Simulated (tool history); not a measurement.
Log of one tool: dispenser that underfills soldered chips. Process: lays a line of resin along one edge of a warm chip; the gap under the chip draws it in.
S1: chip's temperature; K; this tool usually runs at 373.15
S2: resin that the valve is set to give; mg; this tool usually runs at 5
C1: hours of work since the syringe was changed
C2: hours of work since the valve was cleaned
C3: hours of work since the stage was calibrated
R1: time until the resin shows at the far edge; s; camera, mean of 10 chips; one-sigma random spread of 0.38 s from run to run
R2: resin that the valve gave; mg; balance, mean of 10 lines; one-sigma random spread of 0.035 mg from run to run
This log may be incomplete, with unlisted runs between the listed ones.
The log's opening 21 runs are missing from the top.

| run | hour | S1 | S2 | C1 | C2 | C3 | R1 | R2 |
|---|---|---|---|---|---|---|---|---|
|  | 274.3 | new syringe of resin |
| 22 | 282 | 372.15 | 6.49 | 5 | 125 | 246 | 34.2 | 6.05 |
|  | 287.1 | new syringe of resin |
| 23 | 295.6 | 372.15 | 6.49 | 6 | 134 | 255 | 35.2 | 5.91 |
|  | 300.1 | new syringe of resin |
| 24 | 308.4 | 366.15 | 5 | 5 | 142 | 263 | 44.6 | 4.57 |
|  | 313.1 | new syringe of resin |
|  | 316.7 | dispensing valve cleaned and set on the balance |
| 25 | 317.3 | 366.15 | 5 | 2 | 0 | 268 | 33.8 | 4.98 |
|  | 327.4 | new syringe of resin |
| 26 | 333.6 | 358.15 | 6.15 | 4 | 11 | 278 | 51.9 | 6.1 |
|  | 340.2 | new syringe of resin |
| 27 | 344.3 | 373.15 | 4.61 | 3 | 17 | 285 | 28.8 | 4.45 |
| 28 | 352.3 | 374.15 | 5 | 8 | 23 | 290 | 39.4 | 4.88 |
|  | 354 | new syringe of resin |
| 29 | 360.8 | 376.15 | 5.5 | 4 | 28 | 296 | 28.7 | 5.42 |
|  | 367.7 | new syringe of resin |
| 30 | 372.2 | 386.15 | 4.58 | 3 | 35 | 303 | 19.2 | 4.47 |
|  | 381.3 | new syringe of resin |
| 31 | 382.4 | 386.15 | 4.58 | 1 | 42 | 309 | 17.4 | 4.42 |
|  | 394 | new syringe of resin |
| 32 | 398 | 369.15 | 6.17 | 3 | 52 | 319 | 32.1 | 5.97 |
|  | 407 | new syringe of resin |
| 33 | 413.8 | 369.15 | 6.17 | 4 | 61 | 329 | 35.4 | 5.93 |
|  | 420.1 | new syringe of resin |
| 34 | 429.5 | 369.15 | 5.74 | 6 | 71 | 339 | 42.3 | 5.56 |
|  | 433 | new syringe of resin |
| 35 | 436.8 | 369.15 | 5.74 | 2 | 76 | 344 | 32 | 5.58 |

4 options for the next run, each taken on its own from the tool as it stands now. Forecast them:
| A | 444.1 | 385.15 | 5 | 7 | 81 | 348 | ? | ? |
| B | 444.1 | 385.15 | 5.58 | 7 | 81 | 348 | ? | ? |
| C | 444.1 | 367.15 | 5.74 | 7 | 81 | 348 | ? | ? |
| D | 444.1 | 373.15 | 4.51 | 7 | 81 | 348 | ? | ? |

| run | R1 | R2 |
|---|---|---|
| A | 26.9 | 4.75 |
| B | 26.4 | 5.37 |
| C | 46.1 | 5.44 |
| D | 39.6 | 4.25 |
Had the tool no hidden state, the same runs would have come out as:
| run | R1 | R2 |
|---|---|---|
| A | 15.5 | 4.99 |
| B | 15.2 | 5.63 |
| C | 26.5 | 5.71 |
| D | 22.8 | 4.46 |
